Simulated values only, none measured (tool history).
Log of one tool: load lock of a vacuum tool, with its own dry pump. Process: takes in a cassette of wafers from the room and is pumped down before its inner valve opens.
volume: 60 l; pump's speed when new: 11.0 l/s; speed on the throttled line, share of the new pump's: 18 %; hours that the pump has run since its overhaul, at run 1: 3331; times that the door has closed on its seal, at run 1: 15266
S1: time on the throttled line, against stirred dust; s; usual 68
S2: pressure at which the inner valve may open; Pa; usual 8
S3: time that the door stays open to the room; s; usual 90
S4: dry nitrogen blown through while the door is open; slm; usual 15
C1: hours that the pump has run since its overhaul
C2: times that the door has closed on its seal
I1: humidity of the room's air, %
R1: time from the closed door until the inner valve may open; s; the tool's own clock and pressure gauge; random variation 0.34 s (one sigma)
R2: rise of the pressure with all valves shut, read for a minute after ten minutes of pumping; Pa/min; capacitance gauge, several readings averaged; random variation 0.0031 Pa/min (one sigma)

run 1 hour=0.0 | S1=68 S2=8 S3=90 S4=15 | C1=3331 C2=15266 | I1=44.6 | R1=109.7 R2=0.140
run 2 hour=66.1 | S1=68 S2=8 S3=90 S4=15 | C1=3397 C2=15554 | I1=42.6 | R1=109.6 R2=0.138
run 3 hour=199.2 | S1=68 S2=8 S3=90 S4=15 | C1=3530 C2=16136 | I1=45.8 | R1=109.5 R2=0.140
run 4 hour=268.8 | S1=68 S2=8 S3=90 S4=15 | C1=3599 C2=16440 | I1=47.6 | R1=110.5 R2=0.151
run 5 hour=408.0 | S1=68 S2=8 S3=90 S4=15 | C1=3739 C2=17048 | I1=43.1 | R1=110.6 R2=0.145
run 6 hour=542.6 | S1=68 S2=8 S3=90 S4=15 | C1=3873 C2=17635 | I1=45.8 | R1=110.4 R2=0.151
run 7 hour=633.5 | S1=68 S2=8 S3=90 S4=15 | C1=3964 C2=18032 | I1=42.9 | R1=110.5 R2=0.150
run 8 hour=777.7 | S1=68 S2=8 S3=90 S4=15 | C1=4108 C2=18662 | I1=44.9 | R1=110.1 R2=0.159
run 9 hour=906.6 | S1=68 S2=8 S3=90 S4=15 | C1=4237 C2=19225 | I1=44.6 | R1=110.8 R2=0.164
run 10 hour=1043.1 | S1=68 S2=8 S3=90 S4=15 | C1=4374 C2=19821 | I1=42.2 | R1=110.5 R2=0.164
run 11 hour=1112.2 | S1=68 S2=8 S3=90 S4=15 | C1=4443 C2=20123 | I1=44.7 | R1=111.1 R2=0.175
run 12 hour=1189.5 | S1=68 S2=8 S3=90 S4=15 | C1=4520 C2=20461 | I1=45.1 | R1=111.3 R2=0.180
run 13 hour=1271.8 | S1=68 S2=7 S3=90 S4=15 | C1=4602 C2=20820 | I1=46.4 | R1=111.4 R2=0.182
run 14 hour=1377.7 | S1=68 S2=8 S3=90 S4=24 | C1=4708 C2=21283 | I1=44.3 | R1=111.2 R2=0.170
run 15 hour=1442.1 | S1=68 S2=8 S3=90 S4=24 | C1=4773 C2=21564 | I1=45.1 | R1=110.8 R2=0.176
run 16 hour=1554.5 | S1=68 S2=8 S3=90 S4=24 | C1=4885 C2=22055 | I1=47.7 | R1=111.4 R2=0.177
run 17 hour=1697.3 | S1=46 S2=10 S3=112 S4=24 | C1=5028 C2=22678 | I1=43.9 | R1=92.3 R2=0.195
run 18 hour=1801.9 | S1=46 S2=10 S3=112 S4=24 | C1=5132 C2=23135 | I1=43.0 | R1=92.6 R2=0.186
run 19 hour=1886.0 | S1=46 S2=7 S3=194 S4=24 | C1=5217 C2=23502 | I1=47.1 | R1=94.2 R2=0.237
run 20 hour=1965.7 | S1=47 S2=8 S3=92 S4=15 | C1=5296 C2=23851 | I1=41.5 | R1=94.4 R2=0.199
run 21 hour=2107.7 | S1=68 S2=8 S3=94 S4=15 | C1=5438 C2=24471 | I1=44.5 | R1=112.2 R2=0.214
run 22 hour=2199.9 | S1=68 S2=8 S3=83 S4=5 | C1=5530 C2=24873 | I1=42.2 | R1=110.4 R2=0.227
run 23 hour=2279.5 | S1=68 S2=6 S3=90 S4=38 | C1=5610 C2=25221 | I1=45.9 | R1=113.4 R2=0.196

Run 24 comes next. What will it give?
run 24 hour=2355.5 | S1=43 S2=8 S3=90 S4=8 | C1=5686 C2=25553 | I1=46.6 | R1=? R2=?

R1: 92.2 s
R2: 0.238 Pa/min
Without the tool's hidden state the same run would have given R1 87.4 s, R2 0.082 Pa/min.
